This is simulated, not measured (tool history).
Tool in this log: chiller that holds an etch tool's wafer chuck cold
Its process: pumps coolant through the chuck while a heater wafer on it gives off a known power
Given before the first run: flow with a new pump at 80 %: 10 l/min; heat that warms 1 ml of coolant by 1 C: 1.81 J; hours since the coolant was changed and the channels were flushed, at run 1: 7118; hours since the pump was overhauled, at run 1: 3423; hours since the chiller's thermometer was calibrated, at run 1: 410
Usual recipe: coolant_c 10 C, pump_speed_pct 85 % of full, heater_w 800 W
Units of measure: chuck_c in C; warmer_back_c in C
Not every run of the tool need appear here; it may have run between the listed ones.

run	day	coolant_c	pump_speed_pct	heater_w	hours since the coolant was changed and the channels were flushed	hours since the pump was overhauled	hours since the chiller's thermometer was calibrated	chuck_c	warmer_back_c
1	0.000	10	85	800	7118	3423	410	17.43	2.59
2	3.371	10	79	800	7199	3504	491	17.94	2.81
3	5.929	10	79	800	7261	3565	552	17.98	2.82
4	7.979	10	79	800	7310	3615	601	17.89	2.82
5	11.142	10	79	800	7386	3690	677	18.02	2.83
6	14.171	10	79	800	7458	3763	750	17.86	2.81
7	16.650	10	79	800	7518	3823	810	18.13	2.82
8	20.700	10	85	1160	7615	3920	907	20.81	3.80
9	22.867	10	85	1160	7667	3972	959	20.93	3.80
# day 23.808: coolant changed, channels flushed
10	26.504	10	85	1160	65	4053	1040	18.91	3.79
11	28.950	10	85	1160	123	4112	1099	18.92	3.78
12	32.108	10	85	1160	199	4188	1174	18.86	3.79
13	35.358	10	85	579	277	4266	1253	14.44	1.88
14	37.183	10	85	800	321	4309	1296	16.13	2.64
15	41.038	10	85	800	414	4402	1389	16.13	2.62
16	44.850	13	85	800	505	4493	1480	19.14	2.62
17	47.550	13	85	800	570	4558	1545	19.32	2.64
18	49.767	10	85	784	623	4611	1598	16.06	2.60
19	53.258	10	64	411	707	4695	1682	14.22	1.86
20	57.521	14	65	627	809	4797	1784	20.44	2.78
21	61.417	7	85	711	903	4891	1878	12.49	2.33
22	64.642	17	82	520	980	4968	1955	21.27	1.79
23	66.508	14	69	529	1025	5013	2000	19.05	2.19
24	70.121	14	69	529	1112	5100	2087	19.09	2.19
25	72.638	14	69	529	1172	5160	2147	19.01	2.19
26	75.688	10	90	678	1245	5233	2220	15.12	2.10
27	77.729	10	90	678	1294	5282	2269	15.04	2.11
28	81.429	12	90	442	1383	5371	2358	15.04	1.37
29	85.317	1	85	800	1476	5465	2452	7.40	2.64
30	89.212	0	100	810	1570	5558	2545	5.53	2.23
31	93.383	2	86	687	1670	5658	2645	7.42	2.27
32	97.596	2	86	687	1771	5759	2746	7.26	2.27

What differs in the tool's unlogged condition from the final listed run ahead of each entry between runs to the first listed run following it?
Between runs 9 and 10: coolant changed, channels flushed (day 23.808)
  heat passed by the chuck's channels, % of clean ones': 75.9 -> 98.5; flow at a given pump speed, % of a new pump's: 95.3 -> 95.2; coolant's true temperature over the reading, C: -0.02 -> -0.03
  measured minus no-state result, chuck_c: +2.46 -> +0.45 C; warmer_back_c: +0.18 -> +0.18 C
